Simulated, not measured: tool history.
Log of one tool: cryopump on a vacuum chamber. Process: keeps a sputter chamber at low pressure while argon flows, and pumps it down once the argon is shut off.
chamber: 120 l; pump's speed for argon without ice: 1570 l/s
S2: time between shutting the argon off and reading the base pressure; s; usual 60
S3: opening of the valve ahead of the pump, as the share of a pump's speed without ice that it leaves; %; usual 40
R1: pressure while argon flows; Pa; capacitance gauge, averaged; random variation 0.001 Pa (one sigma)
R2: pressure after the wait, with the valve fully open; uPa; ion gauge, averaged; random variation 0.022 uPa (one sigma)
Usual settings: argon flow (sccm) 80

Run 1, hour 0.0: usual settings. Result: R1 0.2155 Pa, R2 0.84 uPa.
Run 2, hour 16.7: usual settings. Result: R1 0.2161 Pa, R2 0.85 uPa.
Run 3, hour 29.9: usual settings. Result: R1 0.2170 Pa, R2 0.84 uPa.
Run 4, hour 40.6: usual settings but S3 16 %. Result: R1 0.5389 Pa, R2 0.84 uPa.
Run 5, hour 52.9: usual settings but S3 16 %. Result: R1 0.5414 Pa, R2 0.84 uPa.
Run 6, hour 68.2: usual settings but S3 22 %. Result: R1 0.3939 Pa, R2 0.88 uPa.
Run 7, hour 76.1: usual settings but S3 31 %. Result: R1 0.2852 Pa, R2 0.88 uPa.
Run 8, hour 83.6: usual settings but S3 57 %. Result: R1 0.1577 Pa, R2 0.86 uPa.
Run 9, hour 92.3: usual settings but argon flow (sccm) 107, S2 45 s, S3 38 %. Result: R1 0.3145 Pa, R2 1.03 uPa.
Run 10, hour 109.6: usual settings but argon flow (sccm) 107, S2 45 s, S3 38 %. Result: R1 0.3141 Pa, R2 1.03 uPa.
Run 11, hour 120.1: usual settings but argon flow (sccm) 135, S3 47 %. Result: R1 0.3253 Pa, R2 0.88 uPa.
Run 12, hour 127.5: usual settings but argon flow (sccm) 135, S3 47 %. Result: R1 0.3275 Pa, R2 0.92 uPa.
Run 13, hour 137.9: usual settings but argon flow (sccm) 135, S3 47 %. Result: R1 0.3263 Pa, R2 0.91 uPa.
Run 14, hour 152.2: usual settings but argon flow (sccm) 135, S3 50 %. Result: R1 0.3096 Pa, R2 0.93 uPa.

Measured less the same run without the tool's hidden state. The same run-to-run variation is in both; the gauge's scatter may not be:
The hidden state here: pump's speed, % of a pump's without ice; cold plate's temperature, K; leak into the chamber, uPa l/s; drift of the gauge itself on working_pa, %; drift of the gauge itself on base_upa, %.
run       R1     R2
  1  +0.0007  +0.21
  2  +0.0019  +0.22
  3  +0.0028  +0.23
  4  +0.0035  +0.24
  5  +0.0043  +0.24
  6  +0.0054  +0.26
  7  +0.0060  +0.26
  8  +0.0065  +0.26
  9  +0.0096  +0.28
 10  +0.0112  +0.28
 11  +0.0157  +0.29
 12  +0.0167  +0.30
 13  +0.0179  +0.31
 14  +0.0197  +0.32
